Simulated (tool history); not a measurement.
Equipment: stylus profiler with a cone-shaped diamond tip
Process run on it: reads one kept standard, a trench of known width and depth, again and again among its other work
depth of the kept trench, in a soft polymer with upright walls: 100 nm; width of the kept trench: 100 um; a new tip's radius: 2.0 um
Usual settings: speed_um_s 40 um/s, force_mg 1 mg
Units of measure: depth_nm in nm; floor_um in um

run,day,speed_um_s,force_mg,depth_nm,floor_um
1,0,40,1,100.5,98.46
2,0.379,40,1,100.51,98.45
3,0.983,40,1,100.48,98.45
4,1.379,40,0.77,100.39,98.34
5,2.062,40,0.77,100.44,98.36
6,2.704,40,1,100.5,98.45
7,3.342,40,1,100.49,98.36
8,4,37,1,100.5,98.41
9,4.546,24,1,100.52,98.56
10,5.154,24,1,100.5,98.52
11,5.754,40,1,100.47,98.43
12,6.233,40,1,100.45,98.43
13,6.938,40,2.25,100.85,98.51
14,7.396,40,1,100.45,98.44
15,7.729,40,1,100.48,98.37
16,8.338,40,1,100.47,98.37
17,8.683,40,1.5,100.63,98.41
18,9.354,40,1,100.49,98.37
19,10.004,40,1,100.47,98.33
20,10.442,40,1,100.46,98.41
21,10.996,40,1,100.49,98.38
22,11.475,40,0.52,100.31,98.33
23,12.133,40,0.52,100.31,98.27
24,12.425,62,1.22,100.53,98.28
25,12.8,66,0.37,100.22,97.88
26,13.388,66,0.37,100.21,97.92
27,13.904,130,0.35,100.23,97.09
28,14.408,130,0.35,100.2,97.15
29,14.796,130,0.35,100.24,97.09
# day 14.85: height scale calibrated on a step standard
30,15.267,130,0.35,100.18,97.14
31,15.971,130,0.35,100.19,97.12
32,16.279,47,0.38,100.2,98.08
33,16.908,79,0.47,100.23,97.85
34,17.608,19,1.58,100.59,98.54
35,18.05,38,1,100.42,98.4
# day 18.138: height scale calibrated on a step standard, once more
36,18.679,68,0.65,100.3,98.07
37,19.229,155,0.65,100.32,97.33
38,19.808,18,1,100.44,98.49
39,20.317,18,1,100.42,98.55
40,20.742,128,2.7,100.88,98.11
41,21.404,158,2.67,100.88,97.9

Run 42 comes next. What will it give?
42,21.704,12,2.67,?,?

Run 42 gave depth_nm 100.88 nm, floor_um 98.57 um.
Minus the tool's unlogged condition, the same run would have read depth_nm 100.94 nm, floor_um 98.69 um.
